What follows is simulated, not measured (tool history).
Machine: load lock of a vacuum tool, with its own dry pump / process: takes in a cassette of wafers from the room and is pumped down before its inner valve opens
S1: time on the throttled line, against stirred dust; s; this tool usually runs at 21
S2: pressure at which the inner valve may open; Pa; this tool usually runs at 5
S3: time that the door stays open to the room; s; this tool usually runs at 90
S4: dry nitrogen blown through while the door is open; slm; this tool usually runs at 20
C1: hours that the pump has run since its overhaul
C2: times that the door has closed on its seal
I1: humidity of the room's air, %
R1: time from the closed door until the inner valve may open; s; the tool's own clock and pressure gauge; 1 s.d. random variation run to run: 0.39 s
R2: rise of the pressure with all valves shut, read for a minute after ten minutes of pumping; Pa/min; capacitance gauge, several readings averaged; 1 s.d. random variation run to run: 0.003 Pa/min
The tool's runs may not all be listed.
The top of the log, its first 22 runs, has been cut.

run 23 day=446.725 | S1=24 S2=5 S3=90 S4=20 | C1=1929 C2=35880 | I1=47.2 | R1=43.2 R2=0.166
run 24 day=471.379 | S1=15 S2=7 S3=90 S4=20 | C1=2521 C2=38155 | I1=47.9 | R1=35.6 R2=0.175
run 25 day=483.308 | S1=10 S2=8 S3=90 S4=32 | C1=2807 C2=39255 | I1=46.8 | R1=31 R2=0.181
run 26 day=510.479 | S1=10 S2=8 S3=90 S4=32 | C1=3459 C2=41761 | I1=44 | R1=31.4 R2=0.19
run 27 day=525.721 | S1=10 S2=8 S3=90 S4=32 | C1=3825 C2=43167 | I1=43.5 | R1=31.7 R2=0.207
run 28 day=539.933 | S1=22 S2=7 S3=218 S4=20 | C1=4166 C2=44478 | I1=44.5 | R1=41 R2=0.235
run 29 day=552.346 | S1=22 S2=7 S3=218 S4=20 | C1=4464 C2=45623 | I1=45.7 | R1=40.5 R2=0.251
run 30 day=565.179 | S1=22 S2=5 S3=101 S4=33 | C1=4772 C2=46807 | I1=44.3 | R1=42.5 R2=0.224
run 31 day=579.433 | S1=21 S2=6 S3=90 S4=20 | C1=5114 C2=48122 | I1=45.3 | R1=41.7 R2=0.242
run 32 day=602.546 | S1=10 S2=5 S3=31 S4=20 | C1=5669 C2=50254 | I1=45.5 | R1=33.6 R2=0.245
run 33 day=615.533 | S1=14 S2=10 S3=59 S4=27 | C1=5981 C2=51452 | I1=42.7 | R1=34.7 R2=0.255
run 34 day=640.446 | S1=21 S2=5 S3=90 S4=27 | C1=6578 C2=53750 | I1=41.9 | R1=42.5 R2=0.273
run 35 day=652.508 | S1=11 S2=4 S3=90 S4=20 | C1=6868 C2=54863 | I1=44.2 | R1=35.6 R2=0.289
run 36 day=671.779 | S1=11 S2=4 S3=90 S4=20 | C1=7331 C2=56640 | I1=45 | R1=35 R2=0.309

Each row is a separate what-if for the run after 36, all from the same tool condition, not one after another. Results?
run A day=687.862 | S1=21 S2=9 S3=29 S4=25 | C1=7717 C2=58124 | I1=46.8 | R1=? R2=?
run B day=687.862 | S1=28 S2=5 S3=114 S4=20 | C1=7717 C2=58124 | I1=43.5 | R1=? R2=?
run C day=687.862 | S1=39 S2=4 S3=90 S4=17 | C1=7717 C2=58124 | I1=46.4 | R1=? R2=?
run D day=687.862 | S1=21 S2=5 S3=123 S4=20 | C1=7717 C2=58124 | I1=44.2 | R1=? R2=?
run E day=687.862 | S1=39 S2=4 S3=90 S4=20 | C1=7717 C2=58124 | I1=48.3 | R1=? R2=?

run=A R1=41.2 R2=0.297
run=B R1=47.5 R2=0.321
run=C R1=56.8 R2=0.322
run=D R1=42.8 R2=0.322
run=E R1=56.2 R2=0.318
What these runs would have given with no unlogged condition in the tool:
run=A R1=39.2 R2=0.012
run=B R1=45.5 R2=0.032
run=C R1=55 R2=0.035
run=D R1=40.7 R2=0.033
run=E R1=54.4 R2=0.032
